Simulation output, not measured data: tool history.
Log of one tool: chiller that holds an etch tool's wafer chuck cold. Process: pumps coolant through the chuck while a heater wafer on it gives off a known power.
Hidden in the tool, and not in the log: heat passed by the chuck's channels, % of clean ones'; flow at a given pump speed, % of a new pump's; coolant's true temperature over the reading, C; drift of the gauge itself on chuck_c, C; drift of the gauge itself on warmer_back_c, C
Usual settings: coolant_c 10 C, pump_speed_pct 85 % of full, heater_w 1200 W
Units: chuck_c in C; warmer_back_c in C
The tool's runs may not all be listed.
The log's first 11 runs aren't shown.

| run | hour | coolant_c | pump_speed_pct | heater_w | hours since the coolant was changed and the channels were flushed | hours since the pump was overhauled | hours since the chiller's thermometer was calibrated | chuck_c | warmer_back_c |
|---|---|---|---|---|---|---|---|---|---|
| 12 | 996.3 | 10 | 85 | 1200 | 4488 | 2123 | 2123 | 18.5 | 2.89 |
| 13 | 1071.8 | 14 | 85 | 1200 | 4563 | 2198 | 2198 | 22.5 | 2.92 |
| 14 | 1199.4 | 10 | 85 | 892 | 4691 | 2326 | 2326 | 16.2 | 2.13 |
|  | 1295.0 | chiller's thermometer calibrated |
| 15 | 1330.5 | 10 | 85 | 892 | 4821 | 2456 | 35 | 16.0 | 2.12 |
| 16 | 1458.1 | 10 | 85 | 1200 | 4948 | 2583 | 163 | 18.3 | 2.90 |
| 17 | 1535.0 | 19 | 88 | 1257 | 5025 | 2660 | 240 | 27.9 | 2.92 |
| 18 | 1603.2 | 19 | 98 | 1257 | 5093 | 2729 | 308 | 26.9 | 2.67 |
| 19 | 1675.8 | 1 | 85 | 826 | 5166 | 2801 | 381 | 6.6 | 2.02 |
|  | 1749.4 | chiller's thermometer calibrated, once more |
| 20 | 1750.3 | 10 | 65 | 781 | 5240 | 2875 | 1 | 16.9 | 2.49 |
| 21 | 1831.0 | 10 | 65 | 781 | 5320 | 2955 | 82 | 17.0 | 2.47 |
| 22 | 1912.8 | 10 | 85 | 1010 | 5402 | 3037 | 163 | 17.4 | 2.43 |
| 23 | 2027.5 | 10 | 68 | 1161 | 5517 | 3152 | 278 | 20.0 | 3.54 |
| 24 | 2083.2 | 10 | 68 | 1161 | 5572 | 3208 | 334 | 20.0 | 3.55 |
| 25 | 2216.2 | 10 | 74 | 1240 | 5705 | 3341 | 467 | 20.3 | 3.50 |
| 26 | 2279.7 | 10 | 74 | 1240 | 5769 | 3404 | 530 | 20.2 | 3.47 |
| 27 | 2335.4 | 10 | 74 | 1240 | 5825 | 3460 | 586 | 20.2 | 3.48 |
| 28 | 2415.4 | 10 | 74 | 1240 | 5905 | 3540 | 666 | 20.3 | 3.47 |
| 29 | 2524.8 | 10 | 95 | 837 | 6014 | 3649 | 775 | 15.8 | 1.87 |
| 30 | 2658.1 | 4 | 75 | 1224 | 6147 | 3782 | 909 | 13.8 | 3.38 |
| 31 | 2715.6 | 10 | 64 | 678 | 6205 | 3840 | 966 | 16.2 | 2.24 |
| 32 | 2815.4 | 10 | 64 | 678 | 6305 | 3940 | 1066 | 16.3 | 2.18 |

Forecast each of these 4 alternatives for the next run:
| A | 2891.7 | 10 | 75 | 717 | 6381 | 4016 | 1142 | ? | ? |
| B | 2891.7 | 10 | 85 | 1200 | 6381 | 4016 | 1142 | ? | ? |
| C | 2891.7 | 4 | 85 | 620 | 6381 | 4016 | 1142 | ? | ? |
| D | 2891.7 | 10 | 89 | 729 | 6381 | 4016 | 1142 | ? | ? |

| run | chuck_c | warmer_back_c |
|---|---|---|
| A | 15.8 | 2.01 |
| B | 19.0 | 3.05 |
| C | 8.5 | 1.56 |
| D | 15.2 | 1.74 |
Without the tool's hidden state the same runs would have given:
| run | chuck_c | warmer_back_c |
|---|---|---|
| A | 15.0 | 1.86 |
| B | 17.6 | 2.83 |
| C | 7.9 | 1.44 |
| D | 14.5 | 1.61 |
